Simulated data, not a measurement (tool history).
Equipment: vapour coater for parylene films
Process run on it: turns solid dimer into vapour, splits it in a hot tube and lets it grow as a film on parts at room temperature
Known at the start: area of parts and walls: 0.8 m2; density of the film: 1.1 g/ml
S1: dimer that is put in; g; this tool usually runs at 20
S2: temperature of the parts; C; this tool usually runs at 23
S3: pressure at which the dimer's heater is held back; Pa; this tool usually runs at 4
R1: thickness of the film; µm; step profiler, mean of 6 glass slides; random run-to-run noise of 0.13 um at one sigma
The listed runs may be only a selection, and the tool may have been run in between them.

run,hour,S1,S2,S3,R1
1,0,20,23,4,14.33
2,21.7,20,23,4,14.21
3,33.9,20,23,4,13.98
4,55,20,23,4,14.25
5,75.7,20,33,4,8.7
# hour 98.8: trap's valve overhauled
6,100.3,20,23,4,16.56
7,118.9,20,23,2.1,17.78
8,134.4,20,23,2.1,17.76
9,144.8,20,23,2.1,17.89
10,159.6,20,23,2.49,17.16
11,175.4,20,23,5.39,15.29
12,198.7,20,23,5.39,15.22
13,218.2,20,23,5.39,15.14
14,236.2,20,23,4,15.89
15,250.1,20,23,4,15.83
16,271.5,20,23,4,15.32
17,293.5,20,23,4,15.32
18,305.2,13,23,4,10.05
19,317.9,13,23,4,10.09
20,334.9,13,23,4,9.98
21,356.4,13,23,4,9.89
22,369.2,10,23,4,7.6
23,388.2,10,23,4,7.51
24,398.1,17,23,4,12.87
25,412.2,17,23,4,12.82
26,431.3,17,23,4,12.85
27,451.3,20,23,8.24,13.37
28,473.8,20,23,8.24,13.28
29,486.5,34,23,4.61,24.54
30,506.3,34,23,4.61,24.47
31,516.1,34,16,4.23,33.69
32,537.4,20,30,4,10.5
33,559.3,20,30,4,10.41
34,580.2,19,33,4,8.58
35,603.1,20,23,4.77,14.15
36,618.1,23,25,8.39,13.47
# hour 627.4: trap's valve overhauled
37,634.4,23,25,8.39,15.7
38,649.5,10,25,11.97,6.32
39,673.3,10,25,11.97,6.39
40,695.8,10,25,11.97,6.31
41,713.3,13,25,3.26,9.79
42,732.2,15,27,3.94,9.91
43,745.1,13,18,2.09,14.07
44,768.6,24,23,4,19.13
45,787.4,24,23,11.6,16.35
46,800.7,24,23,11.6,16.33

4 options for the next run, each taken on its own from the tool as it stands now. Forecast them:
A,813.6,24,23,10.93,?
B,813.6,18,23,4,?
C,813.6,24,16,11.6,?
D,813.6,8,23,4,?

run,R1
A,16.37
B,13.89
C,22.46
D,6.24
Stripped of hidden state, with their random variation kept, the same runs would have yielded:
run,R1
A,16.81
B,14.27
C,23.07
D,6.41

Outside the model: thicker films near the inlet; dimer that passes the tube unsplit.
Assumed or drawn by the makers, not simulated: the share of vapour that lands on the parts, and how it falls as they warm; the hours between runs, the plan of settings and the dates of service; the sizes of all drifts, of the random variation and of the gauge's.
